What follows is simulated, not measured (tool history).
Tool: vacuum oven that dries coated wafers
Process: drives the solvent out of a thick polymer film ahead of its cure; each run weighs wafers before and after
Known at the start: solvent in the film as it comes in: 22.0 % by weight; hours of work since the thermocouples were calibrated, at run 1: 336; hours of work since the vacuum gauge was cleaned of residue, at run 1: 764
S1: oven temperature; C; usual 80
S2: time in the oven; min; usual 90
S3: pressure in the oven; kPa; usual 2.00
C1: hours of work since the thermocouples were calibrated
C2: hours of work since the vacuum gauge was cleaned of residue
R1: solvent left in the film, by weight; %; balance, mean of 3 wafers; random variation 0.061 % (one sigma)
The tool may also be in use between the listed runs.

run,hour,S1,S2,S3,C1,C2,R1
1,0.0,80,90,2.00,336,764,3.50
2,44.5,80,90,2.00,364,792,3.46
3,72.6,80,90,2.00,382,809,3.57
4,100.0,80,90,2.00,399,826,3.53
5,142.0,67,90,2.00,425,853,8.48
6,183.8,67,90,2.00,451,879,8.34
7,227.2,80,90,2.00,478,906,3.46
8,271.7,78,90,2.00,506,933,3.90
9,303.7,80,90,2.00,526,953,3.61
10,356.4,80,90,2.00,559,986,3.40
11,385.7,80,90,2.00,577,1005,3.60
12,409.5,80,90,2.00,592,1019,3.54
13,458.2,80,90,2.00,622,1050,3.55
14,491.9,69,90,2.00,643,1071,7.47
15,537.8,69,90,2.00,672,1100,7.38
16,579.4,69,90,2.00,698,1125,7.49
17,617.9,69,90,2.00,722,1149,7.44
18,665.9,72,115,2.00,752,1179,4.79
19,707.7,72,72,6.42,778,1206,10.93
20,760.7,72,72,6.42,811,1239,10.77
21,788.3,77,50,5.80,828,1256,10.09
22,812.4,80,77,2.00,843,1271,4.24
23,845.5,92,90,2.00,864,1291,1.32
24,879.5,82,94,6.51,885,1313,5.58
25,923.8,77,87,2.00,913,1340,4.57
26,949.3,69,148,6.49,929,1356,9.30
27,985.1,91,45,3.07,951,1379,4.11
28,1011.8,86,99,2.42,968,1395,2.18
29,1058.4,80,90,3.05,997,1424,4.20
30,1094.9,80,90,1.07,1020,1447,2.94
31,1121.3,88,90,2.38,1036,1464,2.02
32,1152.1,88,90,2.38,1055,1483,1.91
33,1180.9,80,90,2.43,1073,1501,3.81
34,1213.3,80,90,2.43,1093,1521,3.79

Forecast each of these 4 alternatives for the next run:
A,1242.1,80,58,1.82,1111,1539,?
B,1242.1,66,90,1.72,1111,1539,?
C,1242.1,80,104,2.00,1111,1539,?
D,1242.1,74,61,1.20,1111,1539,?

run,R1
A,5.64
B,8.53
C,3.05
D,7.30
Without the tool's hidden state the same runs would have given:
run,R1
A,5.60
B,8.48
C,3.02
D,7.25
